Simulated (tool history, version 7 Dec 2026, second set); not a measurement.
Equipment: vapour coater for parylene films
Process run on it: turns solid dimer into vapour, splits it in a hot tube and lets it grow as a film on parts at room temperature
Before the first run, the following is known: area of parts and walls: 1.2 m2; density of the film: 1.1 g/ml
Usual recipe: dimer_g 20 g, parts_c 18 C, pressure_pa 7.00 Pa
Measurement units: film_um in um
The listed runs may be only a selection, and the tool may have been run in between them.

run   hour  dimer_g  parts_c  pressure_pa  film_um
  1    0.0       20       18         7.00     8.02
  2   11.8       20       18         7.00     8.00
  3   27.6       17       18         7.00     6.75
      33.2  -- trap's valve overhauled
  4   49.2       17       18         4.81     7.82
  5   63.1       17       18         4.81     7.83
  6   76.4       20       18         7.00     8.75
  7   95.0       20       18         7.00     8.59
  8  109.4       20       18         7.00     8.70
  9  122.6       20       18         7.00     8.71
 10  142.6       20       18         7.00     8.66
 11  156.6       17       18         7.00     7.34
 12  175.4       17       18         7.00     7.40
 13  197.1       11       18         7.00     4.70
 14  208.1       11       18         7.00     4.70
 15  225.5       29       18         7.00    12.32
 16  241.2       29       18         7.00    12.48
 17  261.7       29       18         7.00    12.21
 18  275.9       29       18         7.00    12.42
 19  286.3       20       22         7.00     7.67
 20  304.7       20       18        10.03     8.26
 21  321.2       20       18        10.03     8.08
 22  339.7       20       18        10.03     8.09
 23  359.4       20       18        10.03     8.08
 24  374.1       20       18        10.03     8.03
 25  391.0       30       14         5.18    14.11
 26  401.6       30       18         3.51    13.26
 27  418.5       21       18         4.84     9.11
 28  429.5       15       14         2.10     7.69
 29  446.6       15       14         2.10     7.74
 30  464.0       20       11         7.99     9.56
 31  478.8       20       11         7.99     9.52
 32  497.9       20       18         2.29     9.23
 33  512.1       20       18         2.29     9.18
 34  526.0       18       16        11.10     7.23
 35  538.0        9       18         7.00     3.59
 36  557.1        9       18         7.00     3.66
 37  568.4        9       18         7.00     3.67
 38  580.0        9       18         7.00     3.63
     585.9  -- trap's valve overhauled
 39  597.7       13       26         4.52     4.97
 40  617.5       10       15         8.45     4.58
 41  628.7       35       15         8.45    16.14
 42  651.3       23       10         7.00    12.07
 43  662.0       20       16         9.00     8.79
 44  673.4       20       16         9.00     8.89
 45  689.5       20       16         9.00     8.80
 46  701.1       33       16         6.01    15.01
 47  717.5       33       16         6.01    15.13

Below are 4 alternative next runs, each starting from the tool's condition after run 47. Predict each:
  A  728.3       16       16         9.32        ?
  B  728.3       14       16         3.14        ?
  C  728.3       13       18         7.00        ?
  D  728.3       25       23         2.45        ?

run  film_um
  A     7.05
  B     6.91
  C     5.66
  D    10.69
Take away the tool's hidden state, keep each run's random variation, and the runs would have read:
run  film_um
  A     7.12
  B     6.98
  C     5.72
  D    10.79
